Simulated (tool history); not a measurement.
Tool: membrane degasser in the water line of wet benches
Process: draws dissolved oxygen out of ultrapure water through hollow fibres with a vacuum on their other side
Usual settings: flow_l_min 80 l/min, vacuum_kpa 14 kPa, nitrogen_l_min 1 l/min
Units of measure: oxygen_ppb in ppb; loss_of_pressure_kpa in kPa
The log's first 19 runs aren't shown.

run	hour	flow_l_min	vacuum_kpa	nitrogen_l_min	oxygen_ppb	loss_of_pressure_kpa
20	700.2	78	16.6	1.31	1342.7	34.48
21	735.3	78	16.6	1.31	1340.1	34.45
22	757	54	9.1	1	606.8	23.93
23	784.2	54	9.1	1	603	24.03
24	808.4	88	9.2	1	869	39.22
25	833	80	14	2.12	831.3	35.52
26	866.1	80	13.7	0.51	1848.5	35.27
27	898.4	78	13.7	0.51	1828.4	34.57
28	920.6	78	13.7	0.51	1829.3	34.71
29	955.2	54	12.5	2.54	460.6	23.89
30	993.4	69	15	1	1307.9	30.48
31	1025.2	80	16	1.39	1262.5	35.34
32	1074.8	80	34.4	0.94	3131.8	35.45
33	1113.4	80	34.4	0.94	3136.8	35.2

3 options for the next run, each taken on its own from the tool as it stands now. Forecast them:
A	1159.2	62	20.8	2.95	?	?
B	1159.2	80	14	1.83	?	?
C	1159.2	80	14	1.23	?	?

run	oxygen_ppb	loss_of_pressure_kpa
A	805.3	27.13
B	916.8	35.72
C	1187.5	35.37
Take away the tool's hidden state, keep each run's random variation, and the runs would have read:
run	oxygen_ppb	loss_of_pressure_kpa
A	791.9	26.91
B	904.5	35.43
C	1177.2	35.08

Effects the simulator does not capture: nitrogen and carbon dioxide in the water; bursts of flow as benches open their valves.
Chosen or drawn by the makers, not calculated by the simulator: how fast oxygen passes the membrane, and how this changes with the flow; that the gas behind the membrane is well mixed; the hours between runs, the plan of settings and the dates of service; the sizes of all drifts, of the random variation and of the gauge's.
